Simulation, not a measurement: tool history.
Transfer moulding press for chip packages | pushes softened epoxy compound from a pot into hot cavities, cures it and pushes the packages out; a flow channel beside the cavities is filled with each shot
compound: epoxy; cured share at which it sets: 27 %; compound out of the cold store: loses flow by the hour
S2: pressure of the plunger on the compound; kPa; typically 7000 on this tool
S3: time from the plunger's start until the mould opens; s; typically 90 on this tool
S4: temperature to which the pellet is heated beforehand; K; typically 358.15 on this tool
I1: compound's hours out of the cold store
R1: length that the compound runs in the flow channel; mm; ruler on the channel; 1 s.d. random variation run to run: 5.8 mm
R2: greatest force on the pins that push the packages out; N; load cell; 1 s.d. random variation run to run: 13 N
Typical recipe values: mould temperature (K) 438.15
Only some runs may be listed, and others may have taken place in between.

Run 1, day 0.000: usual settings; I1 9.6. Result: R1 729 mm, R2 744 N.
At day 0.842: cavities cleaned with cleaning compound and waxed.
Run 2, day 0.842: usual settings; I1 36.6. Result: R1 637 mm, R2 549 N.
Run 3, day 1.879: usual settings but mould temperature (K) 440.15; I1 29.5. Result: R1 648 mm, R2 642 N.
Run 4, day 2.375: usual settings; I1 41.0. Result: R1 620 mm, R2 702 N.
At day 2.746: cavities cleaned with cleaning compound and waxed.
Run 5, day 3.167: usual settings; I1 37.8. Result: R1 623 mm, R2 650 N.
Run 6, day 3.683: usual settings; I1 24.7. Result: R1 672 mm, R2 676 N.
At day 4.629: cavities cleaned with cleaning compound and waxed.
Run 7, day 4.933: usual settings; I1 32.7. Result: R1 638 mm, R2 618 N.
Run 8, day 5.488: usual settings but S2 5450 kPa; I1 45.2. Result: R1 519 mm, R2 662 N.
Run 9, day 5.988: usual settings but S2 6420 kPa; I1 18.9. Result: R1 652 mm, R2 709 N.
At day 6.562: cavities cleaned with cleaning compound and waxed.
Run 10, day 6.862: usual settings but S2 6420 kPa; I1 30.1. Result: R1 611 mm, R2 640 N.
Run 11, day 7.688: usual settings but S2 6420 kPa; I1 34.3. Result: R1 602 mm, R2 708 N.
At day 8.450: cavities cleaned with cleaning compound and waxed.
Run 12, day 8.625: usual settings; I1 29.4. Result: R1 643 mm, R2 565 N.
At day 9.067: plunger's sealing rings changed.
Run 13, day 9.479: usual settings but mould temperature (K) 444.15; I1 45.0. Result: R1 617 mm, R2 542 N.
Run 14, day 10.083: usual settings but mould temperature (K) 433.15, S2 5250 kPa; I1 38.5. Result: R1 570 mm, R2 955 N.
At day 10.458: cavities cleaned with cleaning compound and waxed.
Run 15, day 10.812: usual settings but mould temperature (K) 433.15, S2 5680 kPa; I1 28.8. Result: R1 625 mm, R2 822 N.
At day 10.979: mould's thermocouples calibrated.
Run 16, day 11.638: usual settings but mould temperature (K) 433.15, S2 5680 kPa; I1 25.6. Result: R1 633 mm, R2 925 N.
At day 12.483: cavities cleaned with cleaning compound and waxed.
Run 17, day 12.546: usual settings but S2 7940 kPa, S4 351.15 K; I1 17.9. Result: R1 764 mm, R2 566 N.
Run 18, day 13.512: usual settings but S2 8430 kPa, S3 109 s; I1 46.0. Result: R1 680 mm, R2 557 N.
At day 14.392: cavities cleaned with cleaning compound and waxed.
Run 19, day 14.721: usual settings but mould temperature (K) 437.15, S2 5700 kPa, S3 97 s; I1 46.6. Result: R1 557 mm, R2 542 N.
Run 20, day 15.854: usual settings but mould temperature (K) 441.15, S2 7580 kPa; I1 10.8. Result: R1 766 mm, R2 643 N.
At day 16.275: cavities cleaned with cleaning compound and waxed.
Run 21, day 16.921: usual settings but S3 112 s; I1 20.5. Result: R1 710 mm, R2 516 N.
At day 17.354: mould's thermocouples calibrated, once more.
Run 22, day 18.100: usual settings but S3 112 s; I1 10.2. Result: R1 736 mm, R2 593 N.
At day 18.325: cavities cleaned with cleaning compound and waxed.
Run 23, day 19.221: usual settings but S3 112 s; I1 32.5. Result: R1 649 mm, R2 548 N.
Run 24, day 19.862: usual settings but mould temperature (K) 433.15, S2 6210 kPa, S3 76 s, S4 366.15 K; I1 13.4. Result: R1 700 mm, R2 1523 N.

Each row is a separate what-if for the run after 24, all from the same tool condition, not one after another. Results?
At day 20.258: cavities cleaned with cleaning compound and waxed.
Run A, day 21.088: usual settings but mould temperature (K) 431.15, S2 6210 kPa, S3 76 s, S4 366.15 K; I1 43.8. Result: R1 ?, R2 ?.
At day 20.258: cavities cleaned with cleaning compound and waxed.
Run B, day 21.088: usual settings but mould temperature (K) 434.15; I1 33.5. Result: R1 ?, R2 ?.
At day 20.258: cavities cleaned with cleaning compound and waxed.
Run C, day 21.088: usual settings but S2 7250 kPa, S3 78 s; I1 42.9. Result: R1 ?, R2 ?.
At day 20.258: cavities cleaned with cleaning compound and waxed.
Run D, day 21.088: usual settings but mould temperature (K) 433.15, S2 8150 kPa, S3 88 s, S4 362.15 K; I1 24.7. Result: R1 ?, R2 ?.

run   R1    R2
  A  587  1404
  B  665   823
  C  626   867
  D  750   962
With the hidden condition removed and each run's random variation left untouched, the same runs would have given:
run   R1    R2
  A  608  1186
  B  688   696
  C  647   733
  D  776   812
